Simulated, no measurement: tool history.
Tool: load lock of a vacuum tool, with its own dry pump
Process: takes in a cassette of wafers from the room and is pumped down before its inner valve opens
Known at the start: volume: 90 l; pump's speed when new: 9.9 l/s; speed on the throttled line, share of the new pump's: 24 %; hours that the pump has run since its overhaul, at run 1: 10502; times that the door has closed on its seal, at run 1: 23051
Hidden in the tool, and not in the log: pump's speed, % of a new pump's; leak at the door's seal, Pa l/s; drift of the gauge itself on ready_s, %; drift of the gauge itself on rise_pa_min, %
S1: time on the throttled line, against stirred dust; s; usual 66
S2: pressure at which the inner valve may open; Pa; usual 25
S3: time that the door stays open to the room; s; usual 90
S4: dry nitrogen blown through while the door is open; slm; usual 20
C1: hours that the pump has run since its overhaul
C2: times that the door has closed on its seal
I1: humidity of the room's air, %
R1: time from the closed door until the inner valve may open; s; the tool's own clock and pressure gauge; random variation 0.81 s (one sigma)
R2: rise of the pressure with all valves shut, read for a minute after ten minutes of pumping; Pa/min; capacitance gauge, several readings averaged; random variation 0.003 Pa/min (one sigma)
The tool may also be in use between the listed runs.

| run | hour | S1 | S2 | S3 | S4 | C1 | C2 | I1 | R1 | R2 |
|---|---|---|---|---|---|---|---|---|---|---|
| 1 | 0.0 | 66 | 25 | 90 | 20 | 10502 | 23051 | 45.5 | 135.7 | 0.303 |
| 2 | 289.6 | 66 | 25 | 90 | 20 | 10791 | 24019 | 49.3 | 135.6 | 0.321 |
| 3 | 537.9 | 66 | 25 | 90 | 20 | 11040 | 24849 | 45.9 | 135.3 | 0.339 |
| 4 | 757.8 | 82 | 25 | 90 | 20 | 11260 | 25584 | 44.7 | 147.5 | 0.351 |
| 5 | 1210.6 | 66 | 25 | 90 | 20 | 11712 | 27098 | 44.6 | 135.5 | 0.373 |
| 6 | 1704.1 | 66 | 25 | 90 | 20 | 12206 | 28748 | 48.8 | 135.7 | 0.422 |
| 7 | 1968.7 | 66 | 25 | 90 | 20 | 12470 | 29633 | 43.5 | 137.6 | 0.440 |
| 8 | 2204.9 | 66 | 25 | 90 | 20 | 12707 | 30422 | 43.2 | 138.1 | 0.453 |
| 9 | 2689.1 | 66 | 25 | 90 | 20 | 13191 | 32041 | 43.0 | 137.0 | 0.487 |
| 10 | 3144.3 | 66 | 21 | 90 | 20 | 13646 | 33563 | 45.8 | 139.4 | 0.516 |
| 11 | 3376.3 | 66 | 21 | 90 | 20 | 13878 | 34339 | 43.8 | 139.6 | 0.539 |
| 12 | 3852.3 | 66 | 21 | 90 | 20 | 14354 | 35930 | 48.8 | 141.4 | 0.585 |
| 13 | 4190.8 | 66 | 21 | 90 | 20 | 14693 | 37062 | 50.0 | 140.9 | 0.614 |
|  | 4610.1 | door's seal changed, seat wiped |
| 14 | 4656.6 | 66 | 25 | 90 | 20 | 15157 | 155 | 43.0 | 139.8 | 0.016 |
| 15 | 5063.7 | 66 | 25 | 90 | 20 | 15564 | 1516 | 48.1 | 140.4 | 0.028 |
| 16 | 5381.8 | 66 | 25 | 90 | 20 | 15882 | 2580 | 43.2 | 140.4 | 0.037 |
| 17 | 5890.0 | 66 | 31 | 90 | 20 | 16390 | 4279 | 45.8 | 139.3 | 0.049 |
| 18 | 6119.1 | 66 | 31 | 90 | 20 | 16619 | 5045 | 46.1 | 138.9 | 0.054 |
|  | 6152.6 | dry pump taken out, an overhauled one fitted |
| 19 | 6365.1 | 66 | 31 | 90 | 20 | 212 | 5847 | 46.5 | 122.7 | 0.055 |
| 20 | 6797.6 | 66 | 31 | 90 | 20 | 645 | 7293 | 41.8 | 124.0 | 0.071 |
| 21 | 7173.3 | 66 | 31 | 81 | 20 | 1021 | 8549 | 46.7 | 123.8 | 0.079 |
| 22 | 7640.2 | 66 | 23 | 90 | 20 | 1488 | 10111 | 44.1 | 125.3 | 0.100 |
| 23 | 7912.5 | 56 | 25 | 39 | 20 | 1760 | 11021 | 45.1 | 118.7 | 0.101 |
| 24 | 8420.6 | 36 | 30 | 90 | 9 | 2268 | 12720 | 43.0 | 103.4 | 0.142 |
| 25 | 8669.0 | 36 | 30 | 79 | 9 | 2516 | 13550 | 47.4 | 102.2 | 0.156 |
| 26 | 8887.2 | 36 | 30 | 79 | 9 | 2735 | 14280 | 43.6 | 102.2 | 0.151 |
| 27 | 9105.6 | 36 | 30 | 79 | 9 | 2953 | 15010 | 45.1 | 102.0 | 0.170 |
| 28 | 9357.0 | 73 | 25 | 90 | 20 | 3204 | 15851 | 48.7 | 132.7 | 0.180 |
| 29 | 9652.5 | 66 | 39 | 90 | 20 | 3500 | 16838 | 45.1 | 123.8 | 0.184 |
| 30 | 10116.1 | 66 | 35 | 89 | 22 | 3964 | 18388 | 47.5 | 126.5 | 0.204 |
| 31 | 10452.3 | 89 | 25 | 151 | 20 | 4300 | 19512 | 41.4 | 147.9 | 0.226 |
| 32 | 10832.1 | 60 | 25 | 44 | 16 | 4679 | 20782 | 47.2 | 124.4 | 0.244 |
| 33 | 11207.2 | 60 | 25 | 44 | 23 | 5055 | 22036 | 50.9 | 123.4 | 0.268 |
| 34 | 11625.0 | 101 | 25 | 40 | 23 | 5472 | 23433 | 49.1 | 154.7 | 0.290 |
| 35 | 11955.3 | 103 | 25 | 38 | 8 | 5803 | 24537 | 43.8 | 157.7 | 0.325 |
| 36 | 12334.1 | 44 | 25 | 130 | 20 | 6181 | 25804 | 46.2 | 113.6 | 0.340 |
| 37 | 12668.9 | 44 | 25 | 130 | 15 | 6516 | 26923 | 43.9 | 114.5 | 0.375 |
| 38 | 12996.9 | 72 | 25 | 90 | 20 | 6844 | 28020 | 44.4 | 134.6 | 0.379 |

How the hidden state differs across the entries between the runs, from the last listed run before each to the first after it:
Between runs 13 and 14: door's seal changed, seat wiped (hour 4610.1)
  pump's speed, % of a new pump's: 81.3 -> 80.7; leak at the door's seal, Pa l/s: 0.8932 -> 0.0023
  measured less the result without the state, R1: +14.0 -> +14.2 s; R2: +0.593 -> +0.000 Pa/min
Between runs 18 and 19: dry pump taken out, an overhauled one fitted (hour 6152.6)
  pump's speed, % of a new pump's: 78.8 -> 100.8; leak at the door's seal, Pa l/s: 0.0523 -> 0.0626
  measured less the result without the state, R1: +15.4 -> -0.5 s; R2: +0.034 -> +0.040 Pa/min
